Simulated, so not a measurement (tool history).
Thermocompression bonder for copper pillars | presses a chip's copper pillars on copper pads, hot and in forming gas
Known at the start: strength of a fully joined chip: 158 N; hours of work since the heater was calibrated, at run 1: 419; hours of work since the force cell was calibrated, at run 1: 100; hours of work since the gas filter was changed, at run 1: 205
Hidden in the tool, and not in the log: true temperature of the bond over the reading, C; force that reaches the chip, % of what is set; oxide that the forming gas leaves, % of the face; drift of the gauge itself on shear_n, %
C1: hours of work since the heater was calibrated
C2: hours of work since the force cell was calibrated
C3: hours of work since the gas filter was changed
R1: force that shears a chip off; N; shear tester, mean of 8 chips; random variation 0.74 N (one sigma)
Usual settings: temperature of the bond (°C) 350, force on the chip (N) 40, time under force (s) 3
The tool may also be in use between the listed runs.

Run 1, hour 0.0: usual settings; C1 419; C2 100; C3 205. Result: R1 62.7 N.
Run 2, hour 37.0: usual settings; C1 434; C2 115; C3 219. Result: R1 61.5 N.
Run 3, hour 77.4: usual settings but time under force (s) 2; C1 451; C2 131; C3 236. Result: R1 54.4 N.
Run 4, hour 107.6: usual settings but time under force (s) 2; C1 463; C2 143; C3 248. Result: R1 52.1 N.
Run 5, hour 142.7: usual settings but time under force (s) 2; C1 477; C2 157; C3 262. Result: R1 53.9 N.
Run 6, hour 189.3: usual settings but time under force (s) 2; C1 496; C2 176; C3 281. Result: R1 52.3 N.
At hour 222.8: forming gas filter changed.
Run 7, hour 232.2: usual settings but time under force (s) 2; C1 513; C2 193; C3 4. Result: R1 54.2 N.
Run 8, hour 278.7: usual settings but time under force (s) 2; C1 532; C2 212; C3 23. Result: R1 53.3 N.
Run 9, hour 313.4: usual settings; C1 546; C2 226; C3 37. Result: R1 62.9 N.
Run 10, hour 347.8: usual settings; C1 560; C2 240; C3 50. Result: R1 61.4 N.
Run 11, hour 393.8: usual settings; C1 578; C2 258; C3 69. Result: R1 63.0 N.
Run 12, hour 434.1: usual settings but force on the chip (N) 43; C1 594; C2 274; C3 85. Result: R1 66.8 N.
Run 13, hour 463.8: usual settings; C1 606; C2 286; C3 97. Result: R1 62.0 N.
Run 14, hour 507.4: usual settings; C1 624; C2 304; C3 115. Result: R1 63.3 N.
Run 15, hour 542.3: usual settings; C1 638; C2 318; C3 129. Result: R1 61.7 N.
Run 16, hour 589.2: usual settings; C1 657; C2 337; C3 148. Result: R1 63.2 N.
Run 17, hour 616.8: usual settings but time under force (s) 9; C1 668; C2 348; C3 159. Result: R1 92.0 N.
Run 18, hour 642.8: usual settings but time under force (s) 9; C1 678; C2 359; C3 169. Result: R1 91.9 N.
Run 19, hour 665.2: usual settings but time under force (s) 9; C1 687; C2 368; C3 178. Result: R1 92.4 N.
At hour 669.4: heater calibrated with a thermocouple chip.
Run 20, hour 704.9: usual settings but time under force (s) 9; C1 14; C2 383; C3 194. Result: R1 86.9 N.
Run 21, hour 747.5: usual settings but time under force (s) 9; C1 31; C2 400; C3 211. Result: R1 89.5 N.
Run 22, hour 778.9: usual settings but time under force (s) 9; C1 44; C2 413; C3 223. Result: R1 86.9 N.
Run 23, hour 809.2: usual settings but temperature of the bond (°C) 371, force on the chip (N) 53, time under force (s) 9; C1 56; C2 425; C3 236. Result: R1 119.7 N.
Run 24, hour 832.6: usual settings but temperature of the bond (°C) 367; C1 66; C2 434; C3 245. Result: R1 71.4 N.
Run 25, hour 874.9: usual settings but temperature of the bond (°C) 327, force on the chip (N) 27; C1 83; C2 451; C3 262. Result: R1 30.1 N.
Run 26, hour 895.9: usual settings but temperature of the bond (°C) 369, force on the chip (N) 25; C1 91; C2 460; C3 271. Result: R1 50.6 N.
At hour 913.7: heater calibrated with a thermocouple chip, once more.
Run 27, hour 946.0: usual settings but temperature of the bond (°C) 320, force on the chip (N) 30, time under force (s) 4; C1 13; C2 479; C3 290. Result: R1 39.7 N.
At hour 959.4: forming gas filter changed.
Run 28, hour 977.4: usual settings but temperature of the bond (°C) 321, force on the chip (N) 26; C1 25; C2 492; C3 7. Result: R1 31.8 N.
Run 29, hour 1002.4: usual settings but temperature of the bond (°C) 331, force on the chip (N) 33, time under force (s) 2; C1 36; C2 502; C3 17. Result: R1 38.6 N.
Run 30, hour 1028.4: usual settings but temperature of the bond (°C) 331, force on the chip (N) 33, time under force (s) 2; C1 46; C2 512; C3 28. Result: R1 39.3 N.
Run 31, hour 1056.7: usual settings but temperature of the bond (°C) 331, force on the chip (N) 46; C1 57; C2 524; C3 39. Result: R1 59.5 N.
Run 32, hour 1089.5: usual settings but temperature of the bond (°C) 334, force on the chip (N) 57; C1 71; C2 537; C3 52. Result: R1 70.8 N.
Run 33, hour 1131.2: usual settings but temperature of the bond (°C) 334, force on the chip (N) 57; C1 87; C2 554; C3 69. Result: R1 71.9 N.
Run 34, hour 1174.1: usual settings but temperature of the bond (°C) 380, force on the chip (N) 57; C1 105; C2 571; C3 87. Result: R1 109.0 N.
Run 35, hour 1214.0: usual settings but temperature of the bond (°C) 380, force on the chip (N) 57; C1 121; C2 587; C3 103. Result: R1 110.1 N.
Run 36, hour 1254.1: usual settings but temperature of the bond (°C) 367, force on the chip (N) 57, time under force (s) 4; C1 137; C2 603; C3 119. Result: R1 108.0 N.
Run 37, hour 1293.5: usual settings but temperature of the bond (°C) 367, force on the chip (N) 57, time under force (s) 4; C1 153; C2 619; C3 135. Result: R1 106.5 N.
Run 38, hour 1341.6: usual settings but temperature of the bond (°C) 367, force on the chip (N) 57, time under force (s) 4; C1 172; C2 638; C3 154. Result: R1 107.0 N.
Run 39, hour 1380.9: usual settings but temperature of the bond (°C) 349, force on the chip (N) 32; C1 188; C2 654; C3 170. Result: R1 55.2 N.

Measured less the same run without the tool's hidden state. The same run-to-run variation is in both; the gauge's scatter may not be:
run    R1
  1  -3.5
  2  -3.6
  3  -3.4
  4  -3.3
  5  -3.4
  6  -3.5
  7  -2.5
  8  -2.6
  9  -3.0
 10  -3.0
 11  -3.2
 12  -3.5
 13  -3.4
 14  -3.6
 15  -3.6
 16  -3.8
 17  -4.8
 18  -4.9
 19  -5.0
 20  -8.3
 21  -8.8
 22  -8.7
 23  -8.0
 24  -7.8
 25  -4.8
 26  -6.3
 27  +0.1
 28  +0.7
 29  +0.8
 30  +0.7
 31  +0.9
 32  +0.8
 33  +0.7
 34  +0.5
 35  +0.3
 36  +0.1
 37  -0.1
 38  -0.3
 39  +0.0
